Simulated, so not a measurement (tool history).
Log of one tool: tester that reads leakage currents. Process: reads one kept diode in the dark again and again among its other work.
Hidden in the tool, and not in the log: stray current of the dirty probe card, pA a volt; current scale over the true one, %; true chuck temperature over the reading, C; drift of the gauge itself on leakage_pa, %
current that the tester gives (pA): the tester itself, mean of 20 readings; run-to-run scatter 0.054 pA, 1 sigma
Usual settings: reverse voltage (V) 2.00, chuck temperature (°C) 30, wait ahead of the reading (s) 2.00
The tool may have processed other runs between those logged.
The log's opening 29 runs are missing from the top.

run,hour,reverse voltage (V),chuck temperature (°C),wait ahead of the reading (s),hours of work since the probe card was cleaned,hours of work since the tester was calibrated,hours of work since the chuck was calibrated,current that the tester gives (pA)
30,3442.5,3.15,31,0.80,49,3675,722,10.49
31,3538.5,3.15,31,0.80,107,3732,779,10.53
32,3667.7,3.16,21,0.54,185,3810,857,6.28
33,3754.6,1.10,30,7.73,237,3862,909,4.77
34,3883.6,1.10,30,7.73,314,3939,987,4.69
35,4050.4,8.98,40,7.73,414,4039,1087,31.62
36,4149.4,8.98,40,7.73,474,4099,1146,31.77
37,4271.5,6.50,21,1.20,547,4172,1219,8.24
38,4347.7,6.52,40,2.27,593,4218,1265,27.20
39,4494.7,6.52,40,2.27,681,4306,1353,27.15
# hour 4609.3: tester calibrated
40,4653.0,3.63,26,2.23,775,26,1447,7.21

Predict each of these 4 candidate next runs independently; none follows another, all start after run 40:
A,4812.8,5.09,23,2.49,871,122,1543,?
B,4812.8,4.01,30,2.00,871,122,1543,?
C,4812.8,1.09,45,0.77,871,122,1543,?
D,4812.8,6.81,23,0.56,871,122,1543,?

run,current that the tester gives (pA)
A,7.13
B,10.26
C,14.31
D,11.89
Had the tool no hidden state, the same runs would have come out as:
run,current that the tester gives (pA)
A,7.12
B,10.26
C,14.31
D,11.88

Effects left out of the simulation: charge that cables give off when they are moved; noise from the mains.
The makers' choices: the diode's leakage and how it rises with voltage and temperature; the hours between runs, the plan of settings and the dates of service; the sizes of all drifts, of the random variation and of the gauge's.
